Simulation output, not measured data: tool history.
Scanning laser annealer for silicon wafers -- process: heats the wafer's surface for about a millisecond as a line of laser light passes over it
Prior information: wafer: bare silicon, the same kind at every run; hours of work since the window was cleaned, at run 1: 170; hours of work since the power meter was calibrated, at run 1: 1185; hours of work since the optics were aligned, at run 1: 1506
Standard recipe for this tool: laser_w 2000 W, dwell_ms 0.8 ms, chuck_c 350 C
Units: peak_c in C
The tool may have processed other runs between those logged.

run   hour  laser_w  dwell_ms  chuck_c  hours of work since the window was cleaned  hours of work since the power meter was calibrated  hours of work since the optics were aligned  peak_c
  1      0     2000       0.8      350                                         170                                                1185                                         1506    1039
  2   44.2     2000       0.8      350                                         200                                                1214                                         1536    1037
  3   88.7     2000       0.8      350                                         230                                                1244                                         1566    1028
  4  136.4     2123       0.8      350                                         262                                                1277                                         1598    1084
  5    171     2123       0.8      347                                         285                                                1300                                         1621    1075
  6  213.6     1719     0.912      381                                         314                                                1329                                         1650     973

Expected results for the next run?
     219.8  -- window over the wafer cleaned
  7  237.5     2101     0.588      330                                          12                                                1344                                         1665       ?

For run 7 the tool returned peak_c 947 C.
On a tool with no hidden condition, and with the same random variation, this run would have come out at peak_c 1004 C.
